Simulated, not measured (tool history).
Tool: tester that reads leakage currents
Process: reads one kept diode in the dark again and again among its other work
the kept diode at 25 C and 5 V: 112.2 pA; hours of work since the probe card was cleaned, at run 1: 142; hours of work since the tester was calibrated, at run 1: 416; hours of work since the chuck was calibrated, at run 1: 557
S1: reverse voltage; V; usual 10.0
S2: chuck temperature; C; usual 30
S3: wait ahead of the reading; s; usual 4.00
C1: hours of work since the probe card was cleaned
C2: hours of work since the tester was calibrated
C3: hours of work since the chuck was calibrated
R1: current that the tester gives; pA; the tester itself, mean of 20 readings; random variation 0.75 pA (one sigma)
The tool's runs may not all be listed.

run    hour    S1  S2    S3    C1    C2   C3       R1
  1     0.0  10.0  30  4.00   142   416  557   264.92
  2   155.2  10.0  30  4.00   243   517  659   269.38
  3   298.4  10.0  30  4.00   336   610  752   273.45
  4   387.9  10.0  30  4.00   395   669  811   275.84
      473.2  -- chuck's temperature calibrated
  5   516.4   1.7  30  4.00   477   751   28    94.01
  6   656.4   1.7  30  4.00   569   843  120    95.00
  7   754.0   1.7  30  1.10   632   906  183    96.34
  8   911.3   1.7  30  1.10   735  1009  286    97.06
  9  1029.0   1.7  30  1.10   812  1086  363    97.78
 10  1182.3   1.7  30  1.10   912  1186  463    99.07
 11  1264.9   1.7  30  1.10   966  1240  517   100.16
 12  1369.6  10.0  30  4.00  1034  1308  585   279.50
 13  1492.6  10.0  30  4.00  1114  1388  665   281.00
 14  1650.1  10.0  30  4.00  1217  1491  768   287.45
     1801.4  -- chuck's temperature calibrated
 15  1801.4  10.0  30  4.00  1315  1589    0   270.95
 16  1890.1  10.0  30  4.00  1373  1647   58   272.45
 17  2006.0  10.0  30  4.00  1448  1722  134   275.16
 18  2088.8  10.0  26  4.00  1502  1776  188   205.60
 19  2197.5  10.0  26  4.00  1573  1847  259   207.69
 20  2331.9  10.0  26  4.00  1661  1935  346   210.39
 21  2490.9  14.3  22  0.46  1765  2039  450   207.12
 22  2609.4  14.3  22  0.46  1842  2116  527   209.77
     2623.6  -- probe card cleaned and baked
 23  2771.0   5.6  52  0.30    96  2220  631  1006.04
 24  2890.8  10.0  43  1.24   174  2298  709   734.47
 25  3038.5  10.0  43  1.24   271  2394  805   738.73
     3131.1  -- chuck's temperature calibrated
 26  3154.0  10.0  43  1.24   345  2468   15   695.89
 27  3310.3   1.9  25  1.24   447  2570  117    67.12
 28  3435.2   1.9  35  0.35   528  2652  198   151.09
 29  3512.7   1.9  25  3.38   579  2702  249    67.97
 30  3631.0   1.9  25  3.38   656  2780  326    68.67
 31  3760.6  10.0  25  7.62   741  2864  411   182.98
 32  3862.0   1.4  30  4.00   807  2930  477    87.64
 33  4029.6   1.4  29  0.32   916  3040  586    82.95
 34  4123.9   1.4  29  0.32   978  3101  648    83.72
 35  4242.4   1.4  29  0.32  1055  3179  725    84.37
 36  4347.8   1.4  29  1.17  1124  3247  794    84.09
 37  4443.5   1.4  29  1.17  1186  3310  857    84.90
     4454.2  -- chuck's temperature calibrated
 38  4567.3   4.6  43  2.43  1266  3389   74   454.76

Measured less the same run without the tool's hidden state. The same run-to-run variation is in both; the gauge's scatter may not be:
The hidden state here: stray current of the dirty probe card, pA a volt; current scale over the true one, %; true chuck temperature over the reading, C; drift of the gauge itself on leakage_pa, %.
run      R1
  1  +14.97
  2  +18.74
  3  +22.24
  4  +24.37
  5   +1.57
  6   +2.44
  7   +3.16
  8   +4.27
  9   +5.13
 10   +6.25
 11   +6.86
 12  +28.55
 13  +31.28
 14  +35.66
 15  +18.91
 16  +20.98
 17  +23.80
 18  +24.66
 19  +26.84
 20  +29.56
 21  +43.24
 22  +45.98
 23  +46.15
 24  +42.04
 25  +48.60
 26   +3.86
 27   +1.75
 28   +3.49
 29   +2.89
 30   +3.51
 31  +16.81
 32   +4.88
 33   +5.69
 34   +6.26
 35   +6.93
 36   +7.56
 37   +8.18
 38   +8.64
